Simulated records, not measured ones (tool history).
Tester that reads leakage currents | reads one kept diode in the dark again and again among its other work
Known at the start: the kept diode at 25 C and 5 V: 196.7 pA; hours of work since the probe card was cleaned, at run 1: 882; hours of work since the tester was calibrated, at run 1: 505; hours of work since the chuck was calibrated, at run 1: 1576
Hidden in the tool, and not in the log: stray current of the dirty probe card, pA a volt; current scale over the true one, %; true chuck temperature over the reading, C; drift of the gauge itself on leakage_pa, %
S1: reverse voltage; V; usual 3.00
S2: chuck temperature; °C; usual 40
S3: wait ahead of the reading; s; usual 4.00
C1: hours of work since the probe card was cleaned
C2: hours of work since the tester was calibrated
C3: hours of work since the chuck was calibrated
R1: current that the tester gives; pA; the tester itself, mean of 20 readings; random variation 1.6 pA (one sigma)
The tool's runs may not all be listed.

run 1 day=0.000 | S1=3.00 S2=40 S3=4.00 | C1=882 C2=505 C3=1576 | R1=515.45
run 2 day=11.396 | S1=3.00 S2=40 S3=4.00 | C1=1043 C2=666 C3=1737 | R1=516.99
-- day=19.858 chuck's temperature calibrated
run 3 day=21.883 | S1=3.00 S2=40 S3=4.00 | C1=1190 C2=813 C3=29 | R1=552.90
run 4 day=29.758 | S1=3.00 S2=40 S3=4.00 | C1=1301 C2=924 C3=140 | R1=549.24
-- day=30.512 probe card cleaned and baked
run 5 day=42.042 | S1=6.20 S2=40 S3=4.00 | C1=163 C2=1096 C3=312 | R1=752.22
run 6 day=49.121 | S1=6.20 S2=40 S3=4.00 | C1=263 C2=1196 C3=412 | R1=750.33
run 7 day=55.096 | S1=6.20 S2=40 S3=4.00 | C1=347 C2=1280 C3=496 | R1=745.51
run 8 day=62.379 | S1=3.00 S2=40 S3=4.97 | C1=450 C2=1383 C3=599 | R1=532.85
run 9 day=70.458 | S1=3.00 S2=40 S3=4.97 | C1=564 C2=1497 C3=713 | R1=531.41
run 10 day=77.296 | S1=10.68 S2=40 S3=3.17 | C1=661 C2=1594 C3=809 | R1=953.78
run 11 day=85.042 | S1=14.10 S2=25 S3=4.00 | C1=770 C2=1703 C3=919 | R1=324.78
run 12 day=94.062 | S1=1.16 S2=40 S3=3.80 | C1=898 C2=1831 C3=1046 | R1=340.67
run 13 day=103.421 | S1=1.16 S2=50 S3=1.32 | C1=1030 C2=1963 C3=1178 | R1=734.01
run 14 day=114.004 | S1=1.16 S2=50 S3=1.32 | C1=1179 C2=2112 C3=1328 | R1=730.93
run 15 day=121.946 | S1=4.09 S2=20 S3=4.00 | C1=1291 C2=2224 C3=1440 | R1=118.37
-- day=123.721 probe card cleaned and baked
run 16 day=129.829 | S1=4.09 S2=20 S3=4.00 | C1=86 C2=2334 C3=1550 | R1=107.41
run 17 day=142.058 | S1=2.30 S2=21 S3=4.00 | C1=259 C2=2507 C3=1722 | R1=90.46
run 18 day=147.117 | S1=2.87 S2=34 S3=1.69 | C1=330 C2=2578 C3=1794 | R1=307.99

Forecast each of these 5 alternatives for the next run:
-- day=151.738 chuck's temperature calibrated
run A day=155.596 | S1=3.00 S2=28 S3=4.00 | C1=449 C2=2697 C3=55 | R1=?
-- day=151.738 chuck's temperature calibrated
run B day=155.596 | S1=2.87 S2=39 S3=1.69 | C1=449 C2=2697 C3=55 | R1=?
-- day=151.738 chuck's temperature calibrated
run C day=155.596 | S1=2.87 S2=34 S3=1.17 | C1=449 C2=2697 C3=55 | R1=?
-- day=151.738 chuck's temperature calibrated
run D day=155.596 | S1=2.87 S2=45 S3=0.64 | C1=449 C2=2697 C3=55 | R1=?
-- day=151.738 chuck's temperature calibrated
run E day=155.596 | S1=4.83 S2=23 S3=0.32 | C1=449 C2=2697 C3=55 | R1=?

run=A R1=207.52
run=B R1=506.47
run=C R1=337.85
run=D R1=806.86
run=E R1=173.39
Without the tool's hidden state the same runs would have given:
run=A R1=201.60
run=B R1=495.75
run=C R1=329.90
run=D R1=791.15
run=E R1=166.40
